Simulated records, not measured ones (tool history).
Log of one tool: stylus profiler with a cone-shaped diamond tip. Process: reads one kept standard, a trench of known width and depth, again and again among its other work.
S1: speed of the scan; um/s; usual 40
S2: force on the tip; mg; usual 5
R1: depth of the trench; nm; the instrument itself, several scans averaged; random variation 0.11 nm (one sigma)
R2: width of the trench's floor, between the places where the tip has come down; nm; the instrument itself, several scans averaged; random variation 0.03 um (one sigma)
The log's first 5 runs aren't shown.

{"run": 6, "day": 3.196, "S1": 122, "S2": 5, "R1": 205.35, "R2": 95760}
{"run": 7, "day": 3.646, "S1": 122, "S2": 5, "R1": 205.45, "R2": 95750}
{"run": 8, "day": 4.046, "S1": 122, "S2": 5, "R1": 205.25, "R2": 95710}
{"run": 9, "day": 4.725, "S1": 122, "S2": 5, "R1": 205.21, "R2": 95680}
{"run": 10, "day": 5.288, "S1": 122, "S2": 5, "R1": 205.36, "R2": 95670}
{"run": 11, "day": 5.692, "S1": 122, "S2": 5, "R1": 205.31, "R2": 95610}
{"run": 12, "day": 6.462, "S1": 122, "S2": 5, "R1": 205.13, "R2": 95590}
{"run": 13, "day": 7.358, "S1": 137, "S2": 5, "R1": 205.24, "R2": 95490}
{"run": 14, "day": 8.088, "S1": 137, "S2": 5, "R1": 205.34, "R2": 95450}
{"run": 15, "day": 8.65, "S1": 137, "S2": 5, "R1": 205.25, "R2": 95430}
{"run": 16, "day": 9.433, "S1": 137, "S2": 5, "R1": 205.07, "R2": 95310}
{"run": 17, "day": 10.342, "S1": 137, "S2": 5, "R1": 205.14, "R2": 95380}
{"run": 18, "day": 11.042, "S1": 30, "S2": 5, "R1": 205.14, "R2": 95730}
{"run": 19, "day": 11.708, "S1": 39, "S2": 5, "R1": 205.22, "R2": 95640}
{"run": 20, "day": 12.142, "S1": 40, "S2": 1.8, "R1": 202.39, "R2": 95530}
{"run": 21, "day": 12.567, "S1": 40, "S2": 1.8, "R1": 202.57, "R2": 95540}
{"run": 22, "day": 13.154, "S1": 40, "S2": 1.8, "R1": 202.43, "R2": 95500}
{"run": 23, "day": 13.988, "S1": 90, "S2": 5, "R1": 205.2, "R2": 95330}
{"run": 24, "day": 14.45, "S1": 56, "S2": 5, "R1": 205.27, "R2": 95440}
{"run": 25, "day": 14.842, "S1": 56, "S2": 5, "R1": 205.22, "R2": 95470}
{"day": 14.921, "done": "height scale calibrated on a step standard"}
{"run": 26, "day": 15.462, "S1": 53, "S2": 6.2, "R1": 205.79, "R2": 95470}
{"run": 27, "day": 16.225, "S1": 53, "S2": 6.2, "R1": 205.86, "R2": 95400}
{"run": 28, "day": 16.988, "S1": 40, "S2": 6.88, "R1": 205.99, "R2": 95430}
{"run": 29, "day": 17.675, "S1": 38, "S2": 5.54, "R1": 205.36, "R2": 95350}

Forecast run 30:
{"run": 30, "day": 18.308, "S1": 38, "S2": 5.54, "R1": "?", "R2": "?"}

R1: 205.15 nm
R2: 95440 nm
Without the tool's hidden state the same run would have given R1 205.86 nm, R2 97120 nm.
